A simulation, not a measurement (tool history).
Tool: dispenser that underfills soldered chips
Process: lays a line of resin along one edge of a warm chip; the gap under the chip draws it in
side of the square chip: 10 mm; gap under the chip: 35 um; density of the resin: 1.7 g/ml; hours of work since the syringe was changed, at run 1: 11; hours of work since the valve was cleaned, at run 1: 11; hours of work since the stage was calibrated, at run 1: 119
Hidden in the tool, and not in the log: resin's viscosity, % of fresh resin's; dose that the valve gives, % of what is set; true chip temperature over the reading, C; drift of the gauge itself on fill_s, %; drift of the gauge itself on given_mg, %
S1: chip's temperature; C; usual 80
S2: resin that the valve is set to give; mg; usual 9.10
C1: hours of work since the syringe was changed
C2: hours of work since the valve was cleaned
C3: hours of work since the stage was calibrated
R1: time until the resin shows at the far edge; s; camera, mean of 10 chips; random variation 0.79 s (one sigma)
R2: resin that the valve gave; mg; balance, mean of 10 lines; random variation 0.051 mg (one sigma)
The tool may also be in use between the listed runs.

run    day  S1     S2  C1  C2   C3     R1     R2
  1  0.000  80   9.10  11  11  119  161.9   9.01
     0.029  -- new syringe of resin
  2  0.200  80   9.10   3  15  122   94.7   8.99
  3  0.504  80   9.10   9  20  128  139.1   8.93
     0.654  -- new syringe of resin
  4  0.821  80   9.10   3  26  133   92.7   8.93
  5  1.042  80   9.10   7  30  137  121.2   8.87
     1.292  -- new syringe of resin
  6  1.292  80  10.06   0  34  142   75.2   9.87
  7  1.608  88   8.91   6  40  147   84.6   8.65
  8  1.846  88   8.91  10  44  152  114.8   8.61
     1.938  -- new syringe of resin
  9  2.162  79  11.18   4  50  157  104.4  10.87
 10  2.408  87  11.37   9  55  162  104.7  10.98

How the hidden state differs across the entries between the runs, from the last listed run before each to the first after it:
Between runs 1 and 2: new syringe of resin (day 0.029)
  resin's viscosity, % of fresh resin's: 212.8 -> 125.2; dose that the valve gives, % of what is set: 99.07 -> 98.88; true chip temperature over the reading, C: -0.77 -> -0.79
  measured less the result without the state, R1: +88.0 -> +21.3 s; R2: -0.09 -> -0.10 mg
Between runs 3 and 4: new syringe of resin (day 0.654)
  resin's viscosity, % of fresh resin's: 182.9 -> 121.5; dose that the valve gives, % of what is set: 98.56 -> 98.23; true chip temperature over the reading, C: -0.82 -> -0.85
  measured less the result without the state, R1: +65.6 -> +19.0 s; R2: -0.14 -> -0.16 mg
Between runs 5 and 6: new syringe of resin (day 1.292)
  resin's viscosity, % of fresh resin's: 159.8 -> 99.9; dose that the valve gives, % of what is set: 98 -> 97.7; true chip temperature over the reading, C: -0.87 -> -0.9
  measured less the result without the state, R1: +48.0 -> +2.6 s; R2: -0.18 -> -0.24 mg
Between runs 8 and 9: new syringe of resin (day 1.938)
  resin's viscosity, % of fresh resin's: 199.8 -> 133.6; dose that the valve gives, % of what is set: 97.05 -> 96.72; true chip temperature over the reading, C: -0.95 -> -0.98
  measured less the result without the state, R1: +59.4 -> +29.2 s; R2: -0.27 -> -0.37 mg

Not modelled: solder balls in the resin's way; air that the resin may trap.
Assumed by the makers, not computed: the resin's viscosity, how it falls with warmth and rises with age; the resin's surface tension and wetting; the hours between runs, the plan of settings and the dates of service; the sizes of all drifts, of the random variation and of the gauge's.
